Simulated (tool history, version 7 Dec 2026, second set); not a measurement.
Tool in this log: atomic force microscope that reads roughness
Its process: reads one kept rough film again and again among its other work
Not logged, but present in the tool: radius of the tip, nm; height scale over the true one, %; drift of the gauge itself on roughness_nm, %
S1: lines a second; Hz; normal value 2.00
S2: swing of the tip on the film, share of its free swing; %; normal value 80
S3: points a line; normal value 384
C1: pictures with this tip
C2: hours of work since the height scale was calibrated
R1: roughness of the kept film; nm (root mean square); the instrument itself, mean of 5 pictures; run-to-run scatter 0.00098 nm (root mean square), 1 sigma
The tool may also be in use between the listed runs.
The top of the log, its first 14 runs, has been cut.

| run | hour | S1 | S2 | S3 | C1 | C2 | R1 |
|---|---|---|---|---|---|---|---|
| 15 | 80.4 | 2.00 | 69 | 384 | 78 | 186 | 0.4692 |
| 16 | 86.2 | 2.00 | 69 | 384 | 86 | 189 | 0.4700 |
| 17 | 93.2 | 2.00 | 69 | 384 | 95 | 192 | 0.4704 |
| 18 | 99.9 | 2.00 | 69 | 384 | 104 | 195 | 0.4687 |
| 19 | 105.2 | 2.00 | 69 | 384 | 111 | 197 | 0.4681 |
| 20 | 109.9 | 2.00 | 69 | 384 | 118 | 199 | 0.4658 |
| 21 | 117.2 | 2.00 | 69 | 384 | 127 | 203 | 0.4658 |
| 22 | 125.9 | 2.00 | 69 | 384 | 139 | 207 | 0.4666 |
| 23 | 134.6 | 2.00 | 69 | 384 | 151 | 210 | 0.4638 |
|  | 136.1 | height scale calibrated on a step standard |
| 24 | 139.2 | 2.00 | 69 | 384 | 155 | 1 | 0.4657 |
| 25 | 147.4 | 2.00 | 69 | 384 | 166 | 5 | 0.4665 |
| 26 | 153.1 | 2.00 | 69 | 384 | 174 | 8 | 0.4629 |

Forecast run 27:
| 27 | 158.7 | 0.53 | 61 | 520 | 182 | 10 | ? |

Run 27 yielded R1 0.4772 nm (root mean square).
With the hidden condition absent and the run-to-run variation left alone, this run would have shown R1 0.4891 nm (root mean square).

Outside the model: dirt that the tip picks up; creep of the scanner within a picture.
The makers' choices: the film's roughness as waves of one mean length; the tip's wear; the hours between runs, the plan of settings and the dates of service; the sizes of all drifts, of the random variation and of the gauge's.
